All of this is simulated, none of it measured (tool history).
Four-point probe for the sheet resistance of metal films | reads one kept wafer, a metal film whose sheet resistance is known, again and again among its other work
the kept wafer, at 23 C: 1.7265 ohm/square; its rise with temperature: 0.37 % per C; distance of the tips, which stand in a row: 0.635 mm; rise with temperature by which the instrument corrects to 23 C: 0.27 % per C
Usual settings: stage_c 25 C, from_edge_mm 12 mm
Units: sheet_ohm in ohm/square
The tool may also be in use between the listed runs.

run 1 hour=0 | stage_c=25 from_edge_mm=12 | sheet_ohm=1.72172
run 2 hour=26.3 | stage_c=25 from_edge_mm=12 | sheet_ohm=1.722831
run 3 hour=39.3 | stage_c=25 from_edge_mm=12 | sheet_ohm=1.722541
run 4 hour=55.5 | stage_c=25 from_edge_mm=12 | sheet_ohm=1.72243
run 5 hour=79.9 | stage_c=25 from_edge_mm=12 | sheet_ohm=1.722545
run 6 hour=99.2 | stage_c=25 from_edge_mm=12 | sheet_ohm=1.723303
run 7 hour=122.6 | stage_c=25 from_edge_mm=12 | sheet_ohm=1.722307
-- hour=125.8 stage's thermometer calibrated
run 8 hour=149.2 | stage_c=25 from_edge_mm=12 | sheet_ohm=1.72264
run 9 hour=171.1 | stage_c=25 from_edge_mm=12 | sheet_ohm=1.723078
run 10 hour=185.1 | stage_c=25 from_edge_mm=12 | sheet_ohm=1.722725
run 11 hour=207.9 | stage_c=25 from_edge_mm=11 | sheet_ohm=1.722665
run 12 hour=222.8 | stage_c=25 from_edge_mm=11 | sheet_ohm=1.722743
-- hour=236.6 stage's thermometer calibrated, once more
run 13 hour=242.2 | stage_c=28 from_edge_mm=8 | sheet_ohm=1.730713
run 14 hour=260.9 | stage_c=24 from_edge_mm=25 | sheet_ohm=1.71792
run 15 hour=273.1 | stage_c=19 from_edge_mm=7 | sheet_ohm=1.71583
run 16 hour=285.2 | stage_c=34 from_edge_mm=22 | sheet_ohm=1.735596
run 17 hour=300.3 | stage_c=19 from_edge_mm=22 | sheet_ohm=1.709861
run 18 hour=319.7 | stage_c=19 from_edge_mm=22 | sheet_ohm=1.709024
run 19 hour=334.5 | stage_c=30 from_edge_mm=12 | sheet_ohm=1.731095
run 20 hour=353 | stage_c=30 from_edge_mm=12 | sheet_ohm=1.730745
run 21 hour=382.3 | stage_c=23 from_edge_mm=10 | sheet_ohm=1.71993
run 22 hour=397.8 | stage_c=25 from_edge_mm=3 | sheet_ohm=1.759911

Some steps in sheet_ohm between neighbouring runs. How much of each would the tool show without its hidden state too (settings, what came in, random variation), and how much is left for the hidden state, with any gauge scatter that isn't in both results?
The hidden state here: inner tips' distance over the nominal, %; tips' flats over new ones', %; wafer's true temperature over the reading, C; drift of the gauge itself on sheet_ohm, %.
Run 12 -> 13: stage_c 25 -> 28, from_edge_mm 11 -> 8, stage's thermometer calibrated, once more. sheet_ohm +0.00797 ohm/square: hidden state -0.001118, all else +0.009088.
Run 16 -> 17: stage_c 34 -> 19. sheet_ohm -0.025735 ohm/square: hidden state +0.000183, all else -0.025918.
Run 21 -> 22: stage_c 23 -> 25, from_edge_mm 10 -> 3. sheet_ohm +0.039981 ohm/square: hidden state -0.000187, all else +0.040168.
